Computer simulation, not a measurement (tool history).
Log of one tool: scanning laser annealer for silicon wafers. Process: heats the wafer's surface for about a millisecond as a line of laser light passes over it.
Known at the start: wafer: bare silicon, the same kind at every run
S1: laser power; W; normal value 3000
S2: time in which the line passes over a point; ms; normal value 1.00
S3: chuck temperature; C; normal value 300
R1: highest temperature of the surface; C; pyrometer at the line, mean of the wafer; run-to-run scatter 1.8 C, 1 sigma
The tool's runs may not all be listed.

run	hour	S1	S2	S3	R1
1	0.0	3000	1.00	300	1027
2	7.5	3000	1.00	300	1031
3	20.5	3000	1.00	300	1029
4	29.1	3000	1.00	300	1030
5	34.4	3000	1.00	300	1026
6	39.9	3000	1.00	300	1029
7	46.3	3000	1.00	281	1009
# hour 49.1: window over the wafer cleaned
8	61.0	2931	0.91	322	1000
9	67.3	3167	1.00	281	1055
10	78.8	2713	0.77	305	871
11	90.8	2603	0.88	271	843

Forecast each of these 5 alternatives for the next run:
# hour 101.0: optics aligned, line set to its width
A	102.7	2603	0.71	271	?
# hour 101.0: optics aligned, line set to its width
B	102.7	2793	1.00	300	?
# hour 101.0: optics aligned, line set to its width
C	102.7	3231	1.11	299	?
# hour 101.0: optics aligned, line set to its width
D	102.7	3000	0.78	300	?
# hour 101.0: optics aligned, line set to its width
E	102.7	2943	1.00	300	?

run	R1
A	797
B	974
C	1146
D	960
E	1021
Without the tool's unlogged condition, the same runs would have read:
run	R1
A	814
B	996
C	1174
D	982
E	1044
